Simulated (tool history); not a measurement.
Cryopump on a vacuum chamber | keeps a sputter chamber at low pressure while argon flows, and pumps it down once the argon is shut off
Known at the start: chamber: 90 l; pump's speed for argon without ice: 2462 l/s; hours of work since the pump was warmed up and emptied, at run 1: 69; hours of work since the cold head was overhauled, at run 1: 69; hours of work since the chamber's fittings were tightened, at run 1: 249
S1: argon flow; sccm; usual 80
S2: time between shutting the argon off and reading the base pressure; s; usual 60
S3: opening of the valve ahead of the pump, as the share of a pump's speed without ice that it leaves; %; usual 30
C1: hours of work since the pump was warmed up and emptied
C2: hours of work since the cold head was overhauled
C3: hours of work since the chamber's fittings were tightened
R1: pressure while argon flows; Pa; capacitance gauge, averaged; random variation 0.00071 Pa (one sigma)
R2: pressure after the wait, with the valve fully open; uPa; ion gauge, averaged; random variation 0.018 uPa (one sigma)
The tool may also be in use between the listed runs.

run,hour,S1,S2,S3,C1,C2,C3,R1,R2
1,0.0,80,60,30,69,69,249,0.1844,0.58
2,38.5,80,60,30,98,98,278,0.1845,0.59
3,67.2,80,60,20,120,120,300,0.2733,0.60
4,89.7,80,60,20,137,137,317,0.2761,0.62
5,124.1,80,60,20,163,163,343,0.2758,0.60
6,143.4,80,60,20,177,177,358,0.2759,0.61
7,181.3,80,60,20,206,206,386,0.2760,0.64
8,200.1,80,60,20,220,220,400,0.2775,0.59
9,241.7,80,60,20,251,251,432,0.2771,0.60
10,272.3,57,60,30,275,275,455,0.1331,0.64
11,305.7,57,60,30,300,300,480,0.1331,0.67
12,324.1,58,60,30,314,314,494,0.1342,0.65
13,360.7,80,32,19,341,341,522,0.2905,1.04
14,383.0,144,32,19,358,358,538,0.5277,1.04
15,401.2,119,45,16,372,372,552,0.5163,0.82
16,427.0,80,60,17,391,391,572,0.3262,0.64
17,467.3,80,60,17,422,422,602,0.3263,0.67
18,503.7,80,60,17,449,449,630,0.3262,0.66
19,544.5,80,60,17,480,480,660,0.3256,0.66
20,583.5,80,60,17,509,509,690,0.3283,0.67
21,611.6,80,60,30,531,531,711,0.1879,0.69
22,652.0,39,34,52,561,561,742,0.0540,0.97
23,679.5,39,34,52,582,582,762,0.0543,1.01
24,719.8,62,179,29,612,612,793,0.1517,0.39

Forecast each of these 5 alternatives for the next run:
A,746.9,52,205,27,633,633,813,?,?
B,746.9,62,179,55,633,633,813,?,?
C,746.9,77,60,30,633,633,813,?,?
D,746.9,48,91,27,633,633,813,?,?
E,746.9,113,39,21,633,633,813,?,?

run,R1,R2
A,0.1353,0.38
B,0.0822,0.41
C,0.1825,0.71
D,0.1252,0.53
E,0.3785,0.91
Without the tool's hidden state the same runs would have given:
run,R1,R2
A,0.1317,0.24
B,0.0778,0.27
C,0.1771,0.57
D,0.1219,0.40
E,0.3706,0.77
